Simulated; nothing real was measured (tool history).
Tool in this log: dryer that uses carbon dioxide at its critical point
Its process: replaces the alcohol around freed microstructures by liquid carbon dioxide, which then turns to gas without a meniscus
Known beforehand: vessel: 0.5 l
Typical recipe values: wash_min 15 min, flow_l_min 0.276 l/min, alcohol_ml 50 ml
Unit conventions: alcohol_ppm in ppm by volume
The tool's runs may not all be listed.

run	hour	wash_min	flow_l_min	alcohol_ml	alcohol_ppm
1	0.0	15	0.276	50	273
# hour 14.1: inlet filter changed
2	35.4	10	0.276	50	709
3	68.6	10	0.276	50	768
4	107.9	10	0.276	50	827
5	144.7	10	0.276	50	845
6	203.4	10	0.276	50	935
7	256.6	15	0.276	50	275
8	288.0	15	0.276	50	290
9	335.3	15	0.276	50	316
10	366.3	15	0.276	50	327
# hour 394.5: inlet filter changed
11	432.3	15	0.276	50	282
# hour 469.9: purifier's bed changed
12	472.0	15	0.276	58	53
13	512.6	21	0.276	50	11
14	561.2	15	0.276	50	89
15	617.0	15	0.276	50	101
16	659.6	15	0.276	50	114
17	698.7	15	0.276	50	137
18	748.8	15	0.276	50	151
# hour 774.3: inlet filter changed
19	810.3	15	0.193	50	570
20	865.6	15	0.276	50	126
21	912.3	15	0.276	50	136
22	951.4	15	0.276	50	146
23	1012.3	15	0.276	50	164
24	1057.5	15	0.276	50	183
25	1124.7	15	0.276	50	212
# hour 1152.5: inlet filter changed
26	1179.9	15	0.276	50	159
27	1221.5	15	0.276	24	168
28	1280.5	15	0.289	78	209
29	1334.7	20	0.168	90	706
30	1371.9	12	0.356	20	192
31	1419.5	12	0.356	20	195
32	1469.6	23	0.166	68	434
# hour 1530.9: inlet filter changed
33	1533.1	23	0.166	68	322
34	1575.8	9	0.226	89	4323
35	1634.1	15	0.322	50	226
36	1665.1	9	0.326	119	1277
37	1699.0	9	0.326	119	1356
38	1735.7	9	0.326	119	1397
39	1795.8	9	0.455	119	373
40	1847.5	9	0.455	119	412
# hour 1865.5: purifier's bed changed
41	1883.2	17	0.184	45	537
# hour 1910.8: inlet filter changed
42	1928.8	14	0.419	37	16
43	1962.3	14	0.419	37	26
44	2018.4	14	0.419	37	37
45	2055.6	14	0.419	37	38
46	2089.8	15	0.276	93	135
47	2128.2	15	0.289	50	105

Branching from run 47: 3 alternative next runs. What would each branch give?
A	2159.1	10	0.406	85	?
B	2159.1	24	0.380	64	?
C	2159.1	19	0.276	50	?

run	alcohol_ppm
A	171
B	53
C	69
Had the tool no hidden state, the same runs would have come out as:
run	alcohol_ppm
A	68
B	0
C	10
